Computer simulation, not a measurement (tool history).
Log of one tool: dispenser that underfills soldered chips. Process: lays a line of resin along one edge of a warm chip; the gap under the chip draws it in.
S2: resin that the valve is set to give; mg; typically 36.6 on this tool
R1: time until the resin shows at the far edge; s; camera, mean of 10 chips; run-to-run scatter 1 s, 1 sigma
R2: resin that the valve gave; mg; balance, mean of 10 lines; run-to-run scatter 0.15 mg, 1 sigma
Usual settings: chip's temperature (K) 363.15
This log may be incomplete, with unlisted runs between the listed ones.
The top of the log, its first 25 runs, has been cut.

run 26 day=5.579 | chip's_temperature_(K)=363.15 S2=36.4 | R1=212.2 R2=33.3
-- day=5.717 new syringe of resin
run 27 day=5.808 | chip's_temperature_(K)=363.15 S2=36.4 | R1=112.9 R2=33.28
-- day=6.038 dispensing valve cleaned and set on the balance
run 28 day=6.038 | chip's_temperature_(K)=363.15 S2=36.4 | R1=154.8 R2=36.1
run 29 day=6.283 | chip's_temperature_(K)=348.15 S2=35.7 | R1=441.6 R2=35.55
-- day=6.392 new syringe of resin
run 30 day=6.533 | chip's_temperature_(K)=363.15 S2=32.6 | R1=126.4 R2=32.28
run 31 day=6.75 | chip's_temperature_(K)=349.15 S2=47 | R1=328.4 R2=46.75
run 32 day=6.908 | chip's_temperature_(K)=349.15 S2=47 | R1=421 R2=47.11
-- day=7.021 new syringe of resin
run 33 day=7.171 | chip's_temperature_(K)=349.15 S2=47 | R1=228.8 R2=46.27
run 34 day=7.417 | chip's_temperature_(K)=368.15 S2=43.4 | R1=144.4 R2=42.79
-- day=7.658 new syringe of resin
run 35 day=7.667 | chip's_temperature_(K)=375.15 S2=37.4 | R1=60.3 R2=36.78

4 ways to go on from here, each from the tool as it stands after run 35. What would each give?
run A day=7.904 | chip's_temperature_(K)=378.15 S2=36.4 | R1=? R2=?
run B day=7.904 | chip's_temperature_(K)=362.15 S2=41.5 | R1=? R2=?
run C day=7.904 | chip's_temperature_(K)=349.15 S2=31.6 | R1=? R2=?
run D day=7.904 | chip's_temperature_(K)=373.15 S2=33.1 | R1=? R2=?

run=A R1=78 R2=35.69
run=B R1=150.4 R2=40.58
run=C R1=278.5 R2=30.9
run=D R1=95.6 R2=32.38
Take away the tool's hidden state, keep each run's random variation, and the runs would have read:
run=A R1=53.2 R2=36.53
run=B R1=102.7 R2=41.53
run=C R1=189.7 R2=31.62
run=D R1=65 R2=33.14
